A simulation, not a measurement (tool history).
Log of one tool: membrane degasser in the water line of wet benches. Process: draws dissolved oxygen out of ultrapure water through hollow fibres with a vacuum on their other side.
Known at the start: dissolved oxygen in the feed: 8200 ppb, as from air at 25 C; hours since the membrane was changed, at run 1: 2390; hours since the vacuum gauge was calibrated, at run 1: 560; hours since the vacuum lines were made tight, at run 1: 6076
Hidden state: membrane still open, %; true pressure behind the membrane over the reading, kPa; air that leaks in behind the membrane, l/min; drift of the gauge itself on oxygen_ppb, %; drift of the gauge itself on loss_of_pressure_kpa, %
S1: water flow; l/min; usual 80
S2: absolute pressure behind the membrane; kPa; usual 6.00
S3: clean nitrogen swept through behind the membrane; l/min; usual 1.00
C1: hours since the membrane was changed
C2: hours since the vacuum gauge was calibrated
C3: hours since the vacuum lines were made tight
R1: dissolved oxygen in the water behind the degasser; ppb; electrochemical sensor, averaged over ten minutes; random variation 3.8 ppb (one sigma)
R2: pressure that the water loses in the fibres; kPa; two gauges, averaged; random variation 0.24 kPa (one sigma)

run	hour	S1	S2	S3	C1	C2	C3	R1	R2
1	0.0	80	6.00	1.00	2390	560	6076	430.6	65.39
2	337.8	80	6.00	1.00	2728	898	6414	433.5	65.50
3	667.6	80	6.00	0.64	3057	1228	6743	542.9	65.81
4	938.4	80	6.00	0.64	3328	1499	7014	551.0	65.48
5	1196.6	80	5.59	1.00	3586	1757	7273	384.2	65.66
6	1368.5	80	6.00	1.67	3758	1929	7444	328.3	65.70
7	1610.8	80	6.00	1.67	4001	2171	7687	333.0	66.23
8	1878.5	80	6.00	1.67	4268	2439	7954	326.5	65.64
9	2135.7	80	6.00	0.52	4525	2696	8212	608.5	66.01
10	2468.7	80	6.00	0.52	4858	3029	8545	604.7	66.10
11	2611.0	80	6.00	0.52	5001	3171	8687	611.1	66.27
12	2844.4	69	6.00	1.00	5234	3404	8920	382.8	57.54
# hour 3033.2: seals of the vacuum lines changed
13	3033.2	69	6.00	1.00	5421	3591	0	384.8	57.23
14	3306.4	69	6.00	1.00	5694	3864	273	382.1	57.51
15	3449.5	69	6.00	1.00	5837	4008	416	382.4	57.02
16	3746.7	69	6.00	1.00	6134	4305	713	385.2	57.42
17	3966.2	80	5.21	1.45	6354	4524	933	290.8	67.21
18	4212.0	123	7.13	1.45	6600	4770	1179	840.4	102.83
19	4406.1	79	6.00	0.55	6794	4964	1373	609.9	65.97
20	4600.1	79	6.00	0.55	6988	5158	1567	614.4	65.71
21	4884.9	79	6.00	0.55	7273	5443	1852	610.5	66.27
22	5093.3	50	8.57	0.69	7481	5651	2060	655.8	42.08
# hour 5239.0: vacuum gauge calibrated
23	5382.9	56	4.34	1.00	7770	144	2349	131.2	46.77
24	5547.5	80	14.55	1.57	7935	309	2514	1073.2	67.82
25	5769.5	80	6.00	0.42	8157	530	2736	658.7	67.69
26	5922.3	109	11.31	2.53	8310	683	2889	875.0	92.36
27	6213.6	126	9.17	1.49	8601	975	3180	1114.2	106.91
28	6528.6	126	9.17	1.49	8916	1290	3495	1094.4	106.27
29	6858.8	76	10.34	1.49	9246	1620	3825	721.5	64.23
30	7126.4	78	7.45	0.61	9514	1887	4093	798.5	66.22
31	7422.5	52	6.01	0.62	9810	2183	4389	397.0	44.35
32	7745.1	52	6.01	0.62	10132	2506	4711	393.1	44.52

Forecast each of these 4 alternatives for the next run:
A	7921.5	52	7.35	2.33	10309	2683	4888	?	?
B	7921.5	80	3.76	1.00	10309	2683	4888	?	?
C	7921.5	53	6.00	0.45	10309	2683	4888	?	?
D	7921.5	80	9.32	0.82	10309	2683	4888	?	?

run	R1	R2
A	213.2	44.60
B	176.6	68.44
C	488.8	45.16
D	945.7	68.00
Without the tool's hidden state the same runs would have given:
run	R1	R2
A	204.6	41.86
B	143.3	64.25
C	475.3	42.38
D	919.0	63.84
